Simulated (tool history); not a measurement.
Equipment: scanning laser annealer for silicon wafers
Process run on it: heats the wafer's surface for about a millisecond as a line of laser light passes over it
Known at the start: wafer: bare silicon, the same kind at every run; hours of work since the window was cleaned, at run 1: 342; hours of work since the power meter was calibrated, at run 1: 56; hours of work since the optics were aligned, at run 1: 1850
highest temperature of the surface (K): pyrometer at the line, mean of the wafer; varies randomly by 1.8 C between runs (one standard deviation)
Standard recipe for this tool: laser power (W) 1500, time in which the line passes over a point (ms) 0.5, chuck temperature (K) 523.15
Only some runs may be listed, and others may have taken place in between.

run	hour	laser power (W)	time in which the line passes over a point (ms)	chuck temperature (K)	hours of work since the window was cleaned	hours of work since the power meter was calibrated	hours of work since the optics were aligned	highest temperature of the surface (K)
1	0	1500	0.5	523.15	342	56	1850	1231.15
2	17.7	1500	0.5	523.15	354	68	1861	1233.15
3	35.9	1500	0.5	523.15	366	80	1873	1228.15
4	62.7	1500	0.5	523.15	383	97	1891	1226.15
# hour 71: window over the wafer cleaned
5	86.8	1517	0.5	523.15	10	111	1905	1215.15
6	126.7	1500	0.5	523.15	36	137	1931	1200.15
7	159.8	1500	0.5	523.15	58	159	1952	1197.15
8	180.8	1500	0.519	542.15	71	172	1966	1224.15
# hour 201.4: window over the wafer cleaned, once more
# hour 206.4: optics aligned, line set to its width
9	224.4	1338	0.509	552.15	12	196	12	1230.15
10	253.3	1338	0.373	552.15	30	215	30	1128.15
11	289.5	1643	0.428	552.15	54	238	54	1359.15
12	314.9	1643	0.428	547.15	70	255	70	1349.15
13	332	1643	0.428	547.15	81	266	81	1344.15
14	369.6	1580	0.5	538.15	106	290	106	1352.15

4 ways to go on from here, each from the tool as it stands after run 14. What would each give?
A	403.2	1580	0.5	535.15	128	312	128	?
B	403.2	1607	0.5	523.15	128	312	128	?
C	403.2	1307	0.454	525.15	128	312	128	?
D	403.2	1575	0.605	523.15	128	312	128	?

run	highest temperature of the surface (K)
A	1353.15
B	1354.15
C	1125.15
D	1414.15
Without the tool's unlogged condition, the same runs would have read:
run	highest temperature of the surface (K)
A	1377.15
B	1379.15
C	1143.15
D	1441.15
